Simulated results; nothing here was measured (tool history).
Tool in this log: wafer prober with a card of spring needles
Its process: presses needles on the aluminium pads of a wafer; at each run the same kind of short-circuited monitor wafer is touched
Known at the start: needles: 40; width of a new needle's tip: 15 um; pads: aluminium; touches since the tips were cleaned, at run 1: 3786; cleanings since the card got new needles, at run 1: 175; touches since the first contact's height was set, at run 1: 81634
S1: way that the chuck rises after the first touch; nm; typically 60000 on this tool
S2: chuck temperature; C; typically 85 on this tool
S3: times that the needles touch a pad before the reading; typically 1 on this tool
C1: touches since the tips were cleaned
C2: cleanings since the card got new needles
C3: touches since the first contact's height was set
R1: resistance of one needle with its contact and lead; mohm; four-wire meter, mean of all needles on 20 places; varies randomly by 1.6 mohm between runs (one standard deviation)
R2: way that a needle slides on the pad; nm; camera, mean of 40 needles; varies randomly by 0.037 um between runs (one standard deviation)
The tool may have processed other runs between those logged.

{"run": 1, "day": 0.0, "S1": 60000, "S2": 85, "S3": 1, "C1": 3786, "C2": 175, "C3": 81634, "R1": 230, "R2": 12530}
{"day": 0.146, "done": "tips cleaned on abrasive film"}
{"day": 0.708, "done": "tips cleaned on abrasive film"}
{"day": 1.275, "done": "tips cleaned on abrasive film"}
{"day": 1.975, "done": "tips cleaned on abrasive film"}
{"run": 2, "day": 2.492, "S1": 60000, "S2": 85, "S3": 1, "C1": 4147, "C2": 179, "C3": 101529, "R1": 230, "R2": 12470}
{"day": 2.638, "done": "tips cleaned on abrasive film"}
{"day": 3.342, "done": "tips cleaned on abrasive film"}
{"day": 3.908, "done": "tips cleaned on abrasive film"}
{"day": 4.475, "done": "tips cleaned on abrasive film"}
{"day": 5.042, "done": "tips cleaned on abrasive film"}
{"run": 3, "day": 5.071, "S1": 60000, "S2": 70, "S3": 1, "C1": 248, "C2": 184, "C3": 122086, "R1": 210, "R2": 12350}
{"day": 5.629, "done": "tips cleaned on abrasive film"}
{"day": 6.196, "done": "tips cleaned on abrasive film"}
{"day": 6.904, "done": "tips cleaned on abrasive film"}
{"day": 7.471, "done": "tips cleaned on abrasive film"}
{"day": 8.171, "done": "tips cleaned on abrasive film"}
{"run": 4, "day": 8.2, "S1": 60000, "S2": 85, "S3": 1, "C1": 241, "C2": 189, "C3": 147046, "R1": 211, "R2": 12110}
{"day": 8.767, "done": "tips cleaned on abrasive film"}
{"day": 9.329, "done": "tips cleaned on abrasive film"}
{"run": 5, "day": 9.662, "S1": 59000, "S2": 85, "S3": 1, "C1": 2674, "C2": 191, "C3": 158747, "R1": 231, "R2": 11970}
{"day": 9.95, "done": "tips cleaned on abrasive film"}
{"day": 10.512, "done": "tips cleaned on abrasive film"}
{"day": 11.079, "done": "tips cleaned on abrasive film"}
{"run": 6, "day": 11.183, "S1": 59000, "S2": 85, "S3": 1, "C1": 820, "C2": 194, "C3": 170850, "R1": 215, "R2": 11850}
{"day": 11.75, "done": "tips cleaned on abrasive film"}
{"day": 12.45, "done": "tips cleaned on abrasive film"}
{"day": 13.146, "done": "tips cleaned on abrasive film"}
{"run": 7, "day": 13.488, "S1": 60000, "S2": 85, "S3": 1, "C1": 2715, "C2": 197, "C3": 189256, "R1": 229, "R2": 12040}
{"day": 13.771, "done": "tips cleaned on abrasive film"}
{"day": 14.062, "done": "height of the first contact set anew"}
{"day": 14.35, "done": "tips cleaned on abrasive film"}
{"day": 15.05, "done": "tips cleaned on abrasive film"}
{"day": 15.758, "done": "tips cleaned on abrasive film"}
{"run": 8, "day": 15.883, "S1": 60000, "S2": 85, "S3": 1, "C1": 1018, "C2": 201, "C3": 14520, "R1": 221, "R2": 11680}
{"day": 16.446, "done": "tips cleaned on abrasive film"}
{"day": 17.15, "done": "tips cleaned on abrasive film"}
{"day": 17.858, "done": "tips cleaned on abrasive film"}
{"run": 9, "day": 18.062, "S1": 60000, "S2": 85, "S3": 1, "C1": 1658, "C2": 204, "C3": 31945, "R1": 227, "R2": 11600}
{"day": 18.488, "done": "tips cleaned on abrasive film"}
{"day": 19.054, "done": "tips cleaned on abrasive film"}
{"day": 19.762, "done": "tips cleaned on abrasive film"}
{"run": 10, "day": 20.196, "S1": 60000, "S2": 85, "S3": 1, "C1": 3485, "C2": 207, "C3": 48969, "R1": 239, "R2": 11580}
{"day": 20.342, "done": "tips cleaned on abrasive film"}
{"day": 21.038, "done": "tips cleaned on abrasive film"}
{"day": 21.742, "done": "tips cleaned on abrasive film"}
{"day": 22.308, "done": "tips cleaned on abrasive film"}
{"run": 11, "day": 22.671, "S1": 60000, "S2": 85, "S3": 1, "C1": 2895, "C2": 211, "C3": 68711, "R1": 232, "R2": 11440}
{"day": 22.954, "done": "tips cleaned on abrasive film"}
{"day": 23.521, "done": "tips cleaned on abrasive film"}
{"day": 24.088, "done": "tips cleaned on abrasive film"}
{"run": 12, "day": 24.246, "S1": 60000, "S2": 85, "S3": 1, "C1": 1273, "C2": 214, "C3": 81267, "R1": 221, "R2": 11390}
{"day": 24.671, "done": "tips cleaned on abrasive film"}
{"day": 25.233, "done": "tips cleaned on abrasive film"}
{"day": 25.933, "done": "tips cleaned on abrasive film"}
{"run": 13, "day": 26.35, "S1": 45000, "S2": 85, "S3": 1, "C1": 3331, "C2": 217, "C3": 98075, "R1": 267, "R2": 8160}
{"day": 26.633, "done": "tips cleaned on abrasive film"}
{"day": 27.342, "done": "tips cleaned on abrasive film"}
{"day": 28.046, "done": "tips cleaned on abrasive film"}
{"day": 28.612, "done": "tips cleaned on abrasive film"}
{"run": 14, "day": 28.804, "S1": 45000, "S2": 85, "S3": 1, "C1": 1563, "C2": 221, "C3": 117690, "R1": 254, "R2": 8020}
{"day": 29.233, "done": "tips cleaned on abrasive film"}
{"day": 29.796, "done": "tips cleaned on abrasive film"}
{"day": 30.362, "done": "tips cleaned on abrasive film"}
{"run": 15, "day": 30.567, "S1": 45000, "S2": 85, "S3": 1, "C1": 1636, "C2": 224, "C3": 131737, "R1": 251, "R2": 8050}
{"day": 30.992, "done": "tips cleaned on abrasive film"}
{"day": 31.558, "done": "tips cleaned on abrasive film"}
{"day": 32.262, "done": "tips cleaned on abrasive film"}
{"day": 32.558, "done": "height of the first contact set anew, once more"}
{"run": 16, "day": 32.717, "S1": 62000, "S2": 85, "S3": 2, "C1": 3529, "C2": 227, "C3": 1273, "R1": 219, "R2": 13300}
{"day": 32.862, "done": "tips cleaned on abrasive film"}
{"day": 33.562, "done": "tips cleaned on abrasive film"}
{"day": 34.271, "done": "tips cleaned on abrasive film"}
{"day": 34.971, "done": "tips cleaned on abrasive film"}
{"day": 35.575, "done": "tips cleaned on abrasive film"}
{"run": 17, "day": 35.575, "S1": 60000, "S2": 46, "S3": 2, "C1": 0, "C2": 232, "C3": 24075, "R1": 203, "R2": 12740}
{"day": 36.279, "done": "tips cleaned on abrasive film"}
{"day": 36.842, "done": "tips cleaned on abrasive film"}
{"day": 37.408, "done": "tips cleaned on abrasive film"}
{"day": 37.975, "done": "tips cleaned on abrasive film"}
{"run": 18, "day": 38.154, "S1": 72000, "S2": 74, "S3": 1, "C1": 1457, "C2": 236, "C3": 44683, "R1": 215, "R2": 15240}
{"day": 38.583, "done": "tips cleaned on abrasive film"}
{"day": 39.288, "done": "tips cleaned on abrasive film"}
{"day": 39.854, "done": "tips cleaned on abrasive film"}
{"day": 40.421, "done": "tips cleaned on abrasive film"}
{"run": 19, "day": 40.742, "S1": 70000, "S2": 85, "S3": 1, "C1": 2599, "C2": 240, "C3": 65334, "R1": 223, "R2": 14770}

Run 20 has not been measured yet. What should we expect?
{"day": 41.029, "done": "tips cleaned on abrasive film"}
{"day": 41.592, "done": "tips cleaned on abrasive film"}
{"day": 42.3, "done": "tips cleaned on abrasive film"}
{"run": 20, "day": 42.512, "S1": 70000, "S2": 85, "S3": 1, "C1": 1722, "C2": 243, "C3": 79465, "R1": "?", "R2": "?"}

Run 20 gave R1 219 mohm, R2 14640 nm.
Without the tool's hidden state the same run would have given R1 204 mohm, R2 14970 nm.
